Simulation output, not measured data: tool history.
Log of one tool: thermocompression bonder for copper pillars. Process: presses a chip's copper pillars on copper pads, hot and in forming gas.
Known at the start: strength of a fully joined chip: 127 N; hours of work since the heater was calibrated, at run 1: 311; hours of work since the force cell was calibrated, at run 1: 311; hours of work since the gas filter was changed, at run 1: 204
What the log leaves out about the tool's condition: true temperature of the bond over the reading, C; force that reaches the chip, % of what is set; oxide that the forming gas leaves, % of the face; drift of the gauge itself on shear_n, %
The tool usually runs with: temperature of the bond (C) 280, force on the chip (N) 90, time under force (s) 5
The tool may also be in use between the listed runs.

run	hour	temperature of the bond (C)	force on the chip (N)	time under force (s)	hours of work since the heater was calibrated	hours of work since the force cell was calibrated	hours of work since the gas filter was changed	force that shears a chip off (N)
1	0	280	90	5	311	311	204	54.7
2	20	280	90	5	322	322	215	54.4
3	35.1	280	90	5	331	331	224	54.2
4	46.5	280	90	5	338	338	231	54.3
5	55.7	280	93	5	343	343	236	55.9
6	67.6	280	90	5	350	350	243	54.2
7	77.6	280	90	5	356	356	249	54.2
8	91.1	280	90	5	364	364	257	53.8
9	102.5	280	90	5	371	371	264	53.8
10	112.6	258	90	5	377	377	270	39.7
11	121.6	280	90	5	382	382	275	53.5
12	135	280	90	5	390	390	283	54.1
13	151.2	295	90	5	400	400	293	63.8
14	159.6	295	90	5	405	405	297	63.5
15	179.3	295	90	5	416	416	309	63.6
16	197	293	72	3	427	427	319	44.9
17	216.8	280	62	14	438	438	331	59.2
18	228.6	260	128	14	445	445	338	73.3
19	241.4	302	122	4	453	453	346	75.3
20	256.5	302	122	4	462	462	355	75.1
21	274.7	302	122	4	472	472	365	74.7
22	286.1	302	87	4	479	479	372	60.2
23	305.2	302	87	4	490	490	383	61
# hour 310.3: forming gas filter changed
24	319.6	302	87	4	498	498	6	68.3
25	333.9	279	55	4	507	507	14	37
26	353.7	279	55	4	519	519	26	36.9

Consider 5 possible next runs. They are alternatives, not a sequence: every one starts from the tool as it was left by run 26. What does each give?
A	361.9	282	55	4	523	523	30	?
B	361.9	279	86	4	523	523	30	?
C	361.9	260	66	6	523	523	30	?
D	361.9	257	69	3	523	523	30	?
E	361.9	299	130	10	523	523	30	?

run	force that shears a chip off (N)
A	38.7
B	52.3
C	39.1
D	28.7
E	103.3
Had the tool no hidden state, the same runs would have come out as:
run	force that shears a chip off (N)
A	35.8
B	48.7
C	35.9
D	26.1
E	100.5

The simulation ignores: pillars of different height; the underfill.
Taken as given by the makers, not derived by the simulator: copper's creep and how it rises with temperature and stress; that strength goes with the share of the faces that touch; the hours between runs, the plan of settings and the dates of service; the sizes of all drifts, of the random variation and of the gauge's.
